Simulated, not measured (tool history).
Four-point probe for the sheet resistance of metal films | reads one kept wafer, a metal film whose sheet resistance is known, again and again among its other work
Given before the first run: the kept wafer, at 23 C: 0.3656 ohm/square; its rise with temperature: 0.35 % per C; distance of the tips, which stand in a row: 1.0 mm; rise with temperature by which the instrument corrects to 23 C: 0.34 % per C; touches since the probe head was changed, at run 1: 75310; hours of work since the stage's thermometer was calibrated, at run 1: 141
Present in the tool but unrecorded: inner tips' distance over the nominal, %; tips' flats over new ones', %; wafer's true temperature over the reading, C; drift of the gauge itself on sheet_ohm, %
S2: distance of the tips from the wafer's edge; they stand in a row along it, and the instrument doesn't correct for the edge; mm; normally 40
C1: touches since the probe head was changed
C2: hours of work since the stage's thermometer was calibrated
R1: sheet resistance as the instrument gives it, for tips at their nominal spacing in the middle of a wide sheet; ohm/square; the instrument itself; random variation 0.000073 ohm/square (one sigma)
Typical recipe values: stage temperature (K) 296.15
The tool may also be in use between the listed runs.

{"run": 1, "hour": 0.0, "stage temperature (K)": 296.15, "S2": 40, "C1": 75310, "C2": 141, "R1": 0.365569}
{"run": 2, "hour": 42.6, "stage temperature (K)": 296.15, "S2": 40, "C1": 77483, "C2": 172, "R1": 0.365538}
{"run": 3, "hour": 70.1, "stage temperature (K)": 296.15, "S2": 7, "C1": 78886, "C2": 191, "R1": 0.369522}
{"run": 4, "hour": 103.5, "stage temperature (K)": 296.15, "S2": 48, "C1": 80587, "C2": 215, "R1": 0.365635}
{"run": 5, "hour": 155.0, "stage temperature (K)": 296.15, "S2": 48, "C1": 83213, "C2": 252, "R1": 0.365661}
{"run": 6, "hour": 200.8, "stage temperature (K)": 296.15, "S2": 46, "C1": 85549, "C2": 284, "R1": 0.36558}
{"run": 7, "hour": 249.0, "stage temperature (K)": 293.15, "S2": 40, "C1": 88006, "C2": 319, "R1": 0.365644}
{"run": 8, "hour": 282.0, "stage temperature (K)": 296.15, "S2": 40, "C1": 89690, "C2": 342, "R1": 0.365613}
{"run": 9, "hour": 320.9, "stage temperature (K)": 298.15, "S2": 55, "C1": 91676, "C2": 370, "R1": 0.365706}
{"run": 10, "hour": 368.4, "stage temperature (K)": 298.15, "S2": 55, "C1": 94099, "C2": 404, "R1": 0.36564}
{"run": 11, "hour": 408.7, "stage temperature (K)": 296.15, "S2": 24, "C1": 96152, "C2": 433, "R1": 0.36593}
{"run": 12, "hour": 460.0, "stage temperature (K)": 296.15, "S2": 24, "C1": 98767, "C2": 469, "R1": 0.365743}
{"run": 13, "hour": 494.2, "stage temperature (K)": 296.15, "S2": 49, "C1": 100515, "C2": 494, "R1": 0.36554}
{"run": 14, "hour": 541.7, "stage temperature (K)": 295.15, "S2": 63, "C1": 102937, "C2": 527, "R1": 0.365699}
{"run": 15, "hour": 576.9, "stage temperature (K)": 301.15, "S2": 32, "C1": 104733, "C2": 553, "R1": 0.365922}

4 options for the next run, each taken on its own from the tool as it stands now. Forecast them:
{"run": "A", "hour": 615.8, "stage temperature (K)": 304.15, "S2": 31, "C1": 106712, "C2": 580, "R1": "?"}
{"run": "B", "hour": 615.8, "stage temperature (K)": 292.15, "S2": 35, "C1": 106712, "C2": 580, "R1": "?"}
{"run": "C", "hour": 615.8, "stage temperature (K)": 293.15, "S2": 39, "C1": 106712, "C2": 580, "R1": "?"}
{"run": "D", "hour": 615.8, "stage temperature (K)": 301.15, "S2": 73, "C1": 106712, "C2": 580, "R1": "?"}

run=A R1=0.365963
run=B R1=0.365527
run=C R1=0.365644
run=D R1=0.365825
Without the tool's hidden state the same runs would have given:
run=A R1=0.366013
run=B R1=0.365577
run=C R1=0.365693
run=D R1=0.365874
